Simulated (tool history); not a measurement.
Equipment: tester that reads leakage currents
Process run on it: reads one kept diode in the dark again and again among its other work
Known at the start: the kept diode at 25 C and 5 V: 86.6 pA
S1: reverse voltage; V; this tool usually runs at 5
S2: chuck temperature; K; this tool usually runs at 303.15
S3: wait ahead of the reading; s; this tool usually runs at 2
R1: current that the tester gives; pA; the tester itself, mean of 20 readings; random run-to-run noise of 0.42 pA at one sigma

run 1 day=0 | S1=5 S2=303.15 S3=2 | R1=140.21
run 2 day=2.712 | S1=5 S2=303.15 S3=2 | R1=140.22
run 3 day=6.742 | S1=5 S2=303.15 S3=2 | R1=140.02
run 4 day=10.275 | S1=5 S2=303.15 S3=2 | R1=140.5
run 5 day=13.083 | S1=7.62 S2=303.15 S3=2 | R1=170.83
run 6 day=18.288 | S1=7.62 S2=303.15 S3=0.73 | R1=172.81
run 7 day=22.9 | S1=7.62 S2=303.15 S3=0.73 | R1=172.57
run 8 day=25.988 | S1=7.62 S2=303.15 S3=0.73 | R1=173.34
run 9 day=31.192 | S1=3.64 S2=303.15 S3=2 | R1=120.64
run 10 day=34.862 | S1=5 S2=298.15 S3=2 | R1=87.03
run 11 day=40.004 | S1=5 S2=298.15 S3=2 | R1=87.54
run 12 day=43.517 | S1=5 S2=303.15 S3=2 | R1=139.94
run 13 day=46.496 | S1=5 S2=303.15 S3=2 | R1=139.17
run 14 day=50.6 | S1=3.01 S2=303.15 S3=2 | R1=110.1
run 15 day=52.746 | S1=3.01 S2=303.15 S3=2 | R1=110.17
run 16 day=56.883 | S1=3.82 S2=297.15 S3=2.21 | R1=69.68
run 17 day=59.042 | S1=3.82 S2=297.15 S3=2.21 | R1=69.65
run 18 day=62.333 | S1=6.57 S2=320.15 S3=2 | R1=716.72
run 19 day=65.271 | S1=9.42 S2=299.15 S3=4.8 | R1=128.37
run 20 day=69.421 | S1=16.48 S2=299.15 S3=0.59 | R1=172
run 21 day=72.296 | S1=16.48 S2=314.15 S3=0.33 | R1=664.45
run 22 day=77.571 | S1=5 S2=316.15 S3=5.78 | R1=448.56
run 23 day=82.704 | S1=1.65 S2=316.15 S3=3.97 | R1=265
run 24 day=87.329 | S1=5 S2=298.15 S3=0.64 | R1=88.23
run 25 day=91.279 | S1=5 S2=298.15 S3=0.64 | R1=88.38
run 26 day=94.988 | S1=8.25 S2=324.15 S3=3.07 | R1=1105.14
run 27 day=98.921 | S1=8.25 S2=324.15 S3=3.07 | R1=1100.63

Run 28 is up next; what results do you expect?
run 28 day=101.229 | S1=5 S2=319.15 S3=1.43 | R1=?

{"run 28": {"R1": 577.24}}
On a tool with no hidden condition, and with the same random variation, this run would have come out at R1 577.79 pA.
